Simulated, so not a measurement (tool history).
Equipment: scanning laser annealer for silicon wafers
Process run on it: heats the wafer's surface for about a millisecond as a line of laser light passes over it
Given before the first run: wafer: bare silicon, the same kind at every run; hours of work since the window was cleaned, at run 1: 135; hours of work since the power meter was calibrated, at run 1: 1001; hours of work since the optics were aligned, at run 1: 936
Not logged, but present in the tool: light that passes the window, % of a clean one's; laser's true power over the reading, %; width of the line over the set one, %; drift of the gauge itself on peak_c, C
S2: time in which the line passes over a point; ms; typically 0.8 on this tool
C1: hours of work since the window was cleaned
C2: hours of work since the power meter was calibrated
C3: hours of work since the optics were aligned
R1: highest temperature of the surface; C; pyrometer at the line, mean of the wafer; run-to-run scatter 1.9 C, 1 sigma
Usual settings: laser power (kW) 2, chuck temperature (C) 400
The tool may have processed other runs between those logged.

run 1 hour=0 | laser_power_(kW)=2 S2=0.8 chuck_temperature_(C)=400 | C1=135 C2=1001 C3=936 | R1=1137
run 2 hour=28.8 | laser_power_(kW)=2 S2=0.8 chuck_temperature_(C)=400 | C1=151 C2=1017 C3=952 | R1=1135
run 3 hour=85.7 | laser_power_(kW)=2 S2=0.8 chuck_temperature_(C)=400 | C1=183 C2=1049 C3=984 | R1=1132
run 4 hour=112 | laser_power_(kW)=2 S2=0.8 chuck_temperature_(C)=400 | C1=198 C2=1064 C3=999 | R1=1130
run 5 hour=164.6 | laser_power_(kW)=2 S2=0.8 chuck_temperature_(C)=400 | C1=228 C2=1094 C3=1029 | R1=1134
run 6 hour=218.3 | laser_power_(kW)=2 S2=0.8 chuck_temperature_(C)=369 | C1=258 C2=1124 C3=1059 | R1=1098
run 7 hour=264.1 | laser_power_(kW)=2 S2=0.8 chuck_temperature_(C)=369 | C1=284 C2=1150 C3=1085 | R1=1096

What will run 8 give?
run 8 hour=317.6 | laser_power_(kW)=2 S2=0.8 chuck_temperature_(C)=369 | C1=314 C2=1181 C3=1115 | R1=?

R1: 1094 C
With the hidden condition absent and the run-to-run variation left alone, this run would have shown R1 1122 C.

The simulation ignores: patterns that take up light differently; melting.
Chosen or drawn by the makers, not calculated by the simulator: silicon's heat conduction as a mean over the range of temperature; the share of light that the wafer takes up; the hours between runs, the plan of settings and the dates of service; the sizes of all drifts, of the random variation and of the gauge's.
